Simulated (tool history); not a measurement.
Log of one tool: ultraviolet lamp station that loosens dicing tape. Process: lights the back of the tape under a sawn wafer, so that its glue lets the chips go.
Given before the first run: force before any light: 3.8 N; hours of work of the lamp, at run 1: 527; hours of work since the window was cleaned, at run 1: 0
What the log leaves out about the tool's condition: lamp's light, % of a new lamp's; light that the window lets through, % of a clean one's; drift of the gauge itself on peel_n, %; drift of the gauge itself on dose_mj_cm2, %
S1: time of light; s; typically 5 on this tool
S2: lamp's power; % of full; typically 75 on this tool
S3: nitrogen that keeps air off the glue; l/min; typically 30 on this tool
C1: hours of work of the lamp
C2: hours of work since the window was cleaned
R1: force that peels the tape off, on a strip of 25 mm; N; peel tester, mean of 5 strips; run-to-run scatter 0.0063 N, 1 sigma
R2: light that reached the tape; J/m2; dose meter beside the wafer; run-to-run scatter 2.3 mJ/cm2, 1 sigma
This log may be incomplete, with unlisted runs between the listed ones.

Run 1, hour 0.0: usual settings; C1 527; C2 0. Result: R1 0.223 N, R2 2260 J/m2.
Run 2, hour 54.7: usual settings but S3 18 l/min; C1 556; C2 29. Result: R1 0.353 N, R2 2240 J/m2.
Run 3, hour 154.5: usual settings; C1 609; C2 81. Result: R1 0.249 N, R2 2100 J/m2.
Run 4, hour 246.9: usual settings; C1 658; C2 130. Result: R1 0.261 N, R2 2020 J/m2.
Run 5, hour 299.5: usual settings; C1 685; C2 158. Result: R1 0.282 N, R2 1990 J/m2.
Run 6, hour 363.9: usual settings; C1 719; C2 192. Result: R1 0.301 N, R2 1910 J/m2.
Run 7, hour 432.6: usual settings; C1 756; C2 228. Result: R1 0.337 N, R2 1820 J/m2.
At hour 457.4: window cleaned of glue's vapour.
Run 8, hour 502.0: usual settings; C1 792; C2 24. Result: R1 0.400 N, R2 1660 J/m2.
Run 9, hour 546.3: usual settings; C1 815; C2 47. Result: R1 0.420 N, R2 1610 J/m2.
Run 10, hour 619.7: usual settings; C1 854; C2 86. Result: R1 0.444 N, R2 1580 J/m2.
Run 11, hour 694.1: usual settings but S1 4 s; C1 893; C2 125. Result: R1 0.676 N, R2 1200 J/m2.
Run 12, hour 766.5: usual settings but S1 4 s; C1 931; C2 163. Result: R1 0.740 N, R2 1140 J/m2.
At hour 780.1: window cleaned of glue's vapour, once more.
Run 13, hour 837.6: usual settings but S1 4 s; C1 969; C2 30. Result: R1 0.385 N, R2 1740 J/m2.
Run 14, hour 918.3: usual settings but S1 4 s; C1 1011; C2 73. Result: R1 0.396 N, R2 1650 J/m2.
Run 15, hour 976.9: usual settings but S2 80 % of full; C1 1042; C2 104. Result: R1 0.249 N, R2 2150 J/m2.
Run 16, hour 1024.2: usual settings but S1 3 s; C1 1067; C2 129. Result: R1 0.746 N, R2 1150 J/m2.
Run 17, hour 1086.1: usual settings but S1 3 s; C1 1100; C2 161. Result: R1 0.767 N, R2 1130 J/m2.
Run 18, hour 1151.2: usual settings but S1 3 s; C1 1134; C2 196. Result: R1 0.790 N, R2 1100 J/m2.
At hour 1235.5: window cleaned of glue's vapour.
Run 19, hour 1251.8: usual settings but S1 3 s; C1 1187; C2 9. Result: R1 0.645 N, R2 1240 J/m2.
Run 20, hour 1312.4: usual settings but S2 81 % of full; C1 1219; C2 41. Result: R1 0.226 N, R2 2230 J/m2.
Run 21, hour 1373.3: usual settings but S2 81 % of full, S3 44 l/min; C1 1251; C2 73. Result: R1 0.186 N, R2 2150 J/m2.
Run 22, hour 1472.7: usual settings but S1 7 s, S2 66 % of full, S3 45 l/min; C1 1303; C2 125. Result: R1 0.161 N, R2 2320 J/m2.
Run 23, hour 1537.5: usual settings but S1 7 s, S2 66 % of full, S3 45 l/min; C1 1337; C2 159. Result: R1 0.163 N, R2 2240 J/m2.
Run 24, hour 1613.3: usual settings but S1 3 s; C1 1377; C2 199. Result: R1 0.850 N, R2 1040 J/m2.
Run 25, hour 1661.5: usual settings but S1 3 s; C1 1403; C2 225. Result: R1 0.867 N, R2 1050 J/m2.
At hour 1692.4: window cleaned of glue's vapour.
Run 26, hour 1706.1: usual settings but S1 6 s, S2 87 % of full; C1 1426; C2 7. Result: R1 0.141 N, R2 2830 J/m2.
Run 27, hour 1748.7: usual settings but S1 6 s, S2 87 % of full; C1 1449; C2 30. Result: R1 0.148 N, R2 2770 J/m2.
Run 28, hour 1807.3: usual settings but S1 6 s, S2 87 % of full, S3 19 l/min; C1 1479; C2 61. Result: R1 0.228 N, R2 2680 J/m2.
Run 29, hour 1865.4: usual settings but S1 6 s, S2 87 % of full, S3 19 l/min; C1 1510; C2 91. Result: R1 0.237 N, R2 2660 J/m2.
Run 30, hour 1948.8: usual settings but S1 6 s, S2 87 % of full, S3 19 l/min; C1 1554; C2 135. Result: R1 0.250 N, R2 2550 J/m2.
Run 31, hour 2018.1: usual settings but S1 7 s, S2 63 % of full, S3 16 l/min; C1 1591; C2 172. Result: R1 0.427 N, R2 2090 J/m2.
Run 32, hour 2116.6: usual settings but S1 7 s, S2 79 % of full, S3 57 l/min; C1 1643; C2 224. Result: R1 0.134 N, R2 2490 J/m2.
At hour 2149.3: window cleaned of glue's vapour.
Run 33, hour 2206.1: usual settings but S1 7 s, S2 79 % of full, S3 57 l/min; C1 1690; C2 30. Result: R1 0.107 N, R2 2870 J/m2.
Run 34, hour 2291.7: usual settings but S1 4 s, S2 99 % of full, S3 11 l/min; C1 1735; C2 75. Result: R1 0.641 N, R2 1930 J/m2.
Run 35, hour 2386.1: usual settings but S1 4 s, S2 99 % of full, S3 25 l/min; C1 1784; C2 125. Result: R1 0.351 N, R2 1880 J/m2.
Run 36, hour 2451.8: usual settings but S1 4 s, S2 99 % of full, S3 25 l/min; C1 1819; C2 160. Result: R1 0.371 N, R2 1810 J/m2.
Run 37, hour 2539.6: usual settings but S1 2 s, S2 97 % of full, S3 17 l/min; C1 1865; C2 206. Result: R1 1.442 N, R2 870 J/m2.
At hour 2603.0: window cleaned of glue's vapour.
Run 38, hour 2619.7: usual settings but S1 7 s, S2 72 % of full, S3 18 l/min; C1 1907; C2 9. Result: R1 0.243 N, R2 2570 J/m2.
At hour 2643.1: lamp changed.
Run 39, hour 2720.2: usual settings but S2 72 % of full, S3 39 l/min; C1 41; C2 61. Result: R1 0.199 N, R2 2210 J/m2.
Run 40, hour 2797.3: usual settings but S1 3 s, S3 37 l/min; C1 81; C2 102. Result: R1 0.527 N, R2 1340 J/m2.
Run 41, hour 2865.1: usual settings but S1 3 s, S3 37 l/min; C1 117; C2 138. Result: R1 0.538 N, R2 1270 J/m2.
Run 42, hour 2929.2: usual settings but S2 77 % of full; C1 151; C2 172. Result: R1 0.241 N, R2 2140 J/m2.

Pick out some run-to-run changes in R1. Of each, how much would a tool without hidden state show as well, from the settings, what came in and chance, and how much is left for the hidden state and any gauge scatter not in both results compared?
Run 12 -> 13: window cleaned of glue's vapour, once more. R1 -0.355 N: hidden state -0.358, all else +0.003.
Run 25 -> 26: S1 3 -> 6, S2 75 -> 87, window cleaned of glue's vapour. R1 -0.726 N: hidden state -0.343, all else -0.383.
Run 36 -> 37: S1 4 -> 2, S2 99 -> 97, S3 25 -> 17. R1 +1.071 N: hidden state +0.329, all else +0.742.
Run 37 -> 38: S1 2 -> 7, S2 97 -> 72, S3 17 -> 18, window cleaned of glue's vapour. R1 -1.199 N: hidden state -0.418, all else -0.781.

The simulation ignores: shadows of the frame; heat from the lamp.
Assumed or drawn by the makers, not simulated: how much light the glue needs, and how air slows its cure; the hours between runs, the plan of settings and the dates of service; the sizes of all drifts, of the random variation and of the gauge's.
